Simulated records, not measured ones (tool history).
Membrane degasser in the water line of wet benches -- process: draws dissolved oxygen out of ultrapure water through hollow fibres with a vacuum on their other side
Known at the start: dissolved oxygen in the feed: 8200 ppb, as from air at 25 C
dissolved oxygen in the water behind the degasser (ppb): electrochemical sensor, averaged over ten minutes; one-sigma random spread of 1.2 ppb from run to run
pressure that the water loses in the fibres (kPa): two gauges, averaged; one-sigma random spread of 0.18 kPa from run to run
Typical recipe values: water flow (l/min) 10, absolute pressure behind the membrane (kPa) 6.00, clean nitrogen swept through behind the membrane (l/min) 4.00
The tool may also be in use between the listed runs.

run	hour	water flow (l/min)	absolute pressure behind the membrane (kPa)	clean nitrogen swept through behind the membrane (l/min)	dissolved oxygen in the water behind the degasser (ppb)	pressure that the water loses in the fibres (kPa)
1	0.0	10	6.00	4.00	125.4	34.45
2	198.8	10	6.00	4.00	126.9	34.50
3	327.3	10	6.00	9.14	113.4	34.61
4	509.6	10	6.00	9.14	116.0	35.02
5	597.7	10	6.00	3.67	126.0	34.15
6	792.8	10	6.00	3.67	129.8	34.64
7	915.2	10	6.00	3.67	129.4	34.62
8	1045.8	10	6.00	3.67	129.5	34.51
9	1177.1	10	6.00	3.67	130.9	34.68
# hour 1195.3: vacuum gauge calibrated
10	1297.4	10	6.00	3.67	130.7	34.85
11	1421.4	10	6.00	2.67	135.6	34.77
12	1611.3	10	6.00	2.67	139.6	34.98
13	1749.7	10	3.74	4.00	115.8	35.17
14	1939.9	10	6.24	4.00	132.3	34.44
15	2097.7	10	6.24	2.99	136.0	34.79
# hour 2183.0: seals of the vacuum lines changed
# hour 2193.8: vacuum gauge calibrated, once more
16	2273.7	10	6.24	2.99	135.3	35.14
17	2383.7	10	6.24	2.99	135.5	35.28
18	2512.2	10	6.24	2.99	139.2	34.91
19	2669.9	15	12.97	4.74	277.2	52.61
20	2823.0	15	12.97	4.74	281.0	52.38
21	2986.7	10	9.72	6.24	139.6	35.23
22	3193.4	10	9.72	6.24	140.2	35.11
23	3376.1	10	5.03	6.24	124.0	35.42
24	3524.1	13	6.93	5.20	199.5	45.60
25	3732.1	10	6.00	7.92	125.7	35.59
26	3839.9	10	6.00	7.92	124.8	35.22
27	4047.3	11	6.00	6.51	149.5	39.10

Forecast run 28:
28	4197.5	7	3.78	2.79	?	?

Run 28 yielded dissolved oxygen in the water behind the degasser (ppb) 68.4, pressure that the water loses in the fibres (kPa) 24.70.
Minus the tool's unlogged condition, the same run would have read dissolved oxygen in the water behind the degasser (ppb) 54.7, pressure that the water loses in the fibres (kPa) 23.63.
